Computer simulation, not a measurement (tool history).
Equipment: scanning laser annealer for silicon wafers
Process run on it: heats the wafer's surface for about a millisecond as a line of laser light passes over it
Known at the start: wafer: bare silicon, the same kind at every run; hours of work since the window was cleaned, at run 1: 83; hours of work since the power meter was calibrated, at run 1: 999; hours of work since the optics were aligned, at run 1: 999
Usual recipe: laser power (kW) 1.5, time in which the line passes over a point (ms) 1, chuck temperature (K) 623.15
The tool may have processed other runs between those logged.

run,day,laser power (kW),time in which the line passes over a point (ms),chuck temperature (K),hours of work since the window was cleaned,hours of work since the power meter was calibrated,hours of work since the optics were aligned,highest temperature of the surface (K)
1,0,1.5,1,623.15,83,999,999,1318.15
2,3.371,1.5,1,623.15,146,1062,1062,1312.15
3,5.512,1.5,1,623.15,186,1102,1102,1310.15
4,7.388,1.5,1,623.15,221,1137,1137,1307.15
# day 8.721: optics aligned, line set to its width
5,10.438,1.5,1,623.15,274,1190,32,1302.15
6,12.546,1.5,0.83,623.15,314,1229,71,1242.15
7,15.221,1.5,1,623.15,364,1279,121,1297.15
8,18.583,1.5,1,623.15,427,1342,184,1294.15
9,20.629,1.5,1,623.15,465,1381,223,1292.15
# day 22.975: optics aligned, line set to its width, once more
10,24.488,1.5,1,623.15,533,1449,28,1298.15

Predict the results of run 11:
11,26.35,1.5,1,623.15,568,1484,63,?

highest temperature of the surface (K): 1296.15
Were there no unlogged condition in the tool, this run, its random variation unchanged, would have produced highest temperature of the surface (K) 1340.15.
